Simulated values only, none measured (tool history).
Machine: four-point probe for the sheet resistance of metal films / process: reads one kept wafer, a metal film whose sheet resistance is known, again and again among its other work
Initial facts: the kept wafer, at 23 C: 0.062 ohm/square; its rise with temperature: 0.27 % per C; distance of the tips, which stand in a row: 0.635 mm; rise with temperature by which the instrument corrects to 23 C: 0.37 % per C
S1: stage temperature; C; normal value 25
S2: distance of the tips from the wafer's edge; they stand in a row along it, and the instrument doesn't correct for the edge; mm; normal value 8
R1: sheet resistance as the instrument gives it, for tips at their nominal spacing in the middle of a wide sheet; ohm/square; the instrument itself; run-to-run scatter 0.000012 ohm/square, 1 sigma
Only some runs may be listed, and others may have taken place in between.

| run | day | S1 | S2 | R1 |
|---|---|---|---|---|
| 1 | 0.000 | 25 | 8 | 0.062399 |
| 2 | 0.725 | 25 | 11 | 0.062300 |
| 3 | 1.250 | 34 | 8 | 0.061861 |
| 4 | 1.904 | 25 | 8 | 0.062393 |
| 5 | 2.896 | 25 | 8 | 0.062392 |
| 6 | 3.983 | 25 | 8 | 0.062402 |
| 7 | 4.917 | 31 | 8 | 0.062059 |
| 8 | 5.588 | 28 | 15 | 0.062058 |
| 9 | 6.550 | 29 | 4 | 0.062756 |
| 10 | 7.821 | 20 | 7 | 0.062764 |
| 11 | 8.712 | 20 | 7 | 0.062751 |

Had the tool no unlogged condition, and each run kept its random variation, what would the results have been?
Hidden conditions of the tool in this case: inner tips' distance over the nominal, %; tips' flats over new ones', %; wafer's true temperature over the reading, C; drift of the gauge itself on sheet_ohm, %.
| run | R1 |
|---|---|
| 1 | 0.062083 |
| 2 | 0.061986 |
| 3 | 0.061550 |
| 4 | 0.062081 |
| 5 | 0.062082 |
| 6 | 0.062094 |
| 7 | 0.061754 |
| 8 | 0.061754 |
| 9 | 0.062450 |
| 10 | 0.062462 |
| 11 | 0.062451 |

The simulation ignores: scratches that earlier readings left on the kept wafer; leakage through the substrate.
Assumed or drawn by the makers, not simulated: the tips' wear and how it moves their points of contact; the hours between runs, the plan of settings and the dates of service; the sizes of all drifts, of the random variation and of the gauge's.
